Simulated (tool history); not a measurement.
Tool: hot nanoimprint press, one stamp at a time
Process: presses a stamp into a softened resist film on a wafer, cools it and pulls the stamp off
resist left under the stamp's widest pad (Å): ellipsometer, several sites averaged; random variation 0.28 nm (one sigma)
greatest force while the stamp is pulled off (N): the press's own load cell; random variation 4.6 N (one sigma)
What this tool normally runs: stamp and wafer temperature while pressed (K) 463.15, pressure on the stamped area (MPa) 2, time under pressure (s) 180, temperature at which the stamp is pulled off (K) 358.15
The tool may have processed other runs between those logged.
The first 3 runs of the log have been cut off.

run   hour  stamp and wafer temperature while pressed (K)  pressure on the stamped area (MPa)  time under pressure (s)  temperature at which the stamp is pulled off (K)  resist left under the stamp's widest pad (Å)  greatest force while the stamp is pulled off (N)
  4  118.9                                         474.15                                   2                      180                                            358.15                                           686                                               246
  5  167.0                                         474.15                                   2                      180                                            358.15                                           688                                               241
  6  228.2                                         474.15                                   2                      180                                            358.15                                           688                                               241
  7  279.8                                         463.15                                   2                      180                                            358.15                                          1172                                               240
  8  307.3                                         463.15                                   2                      180                                            358.15                                          1173                                               237
  9  347.2                                         463.15                                   2                      180                                            358.15                                          1176                                               242
 10  410.8                                         463.15                                   2                      180                                            358.15                                          1180                                               240
 11  468.4                                         463.15                                   2                      180                                            358.15                                          1185                                               238
 12  517.8                                         463.15                                   2                      180                                            358.15                                          1180                                               249
 13  577.3                                         463.15                                   2                      180                                            346.15                                          1186                                               268
 14  640.8                                         463.15                                   2                      180                                            358.15                                          1187                                               244
 15  668.7                                         459.15                                   2                      180                                            358.15                                          1429                                               240

For run 16, what comes out?
     688.8  -- gauge calibrated
     732.3  -- plate thermocouple calibrated
 16  733.9                                         459.15                                   2                      180                                            358.15                                             ?                                                 ?

Run 16 came out at resist left under the stamp's widest pad (Å) 1408, greatest force while the stamp is pulled off (N) 236.
The same run, on a tool lacking any hidden state, would have yielded resist left under the stamp's widest pad (Å) 1406, greatest force while the stamp is pulled off (N) 233.
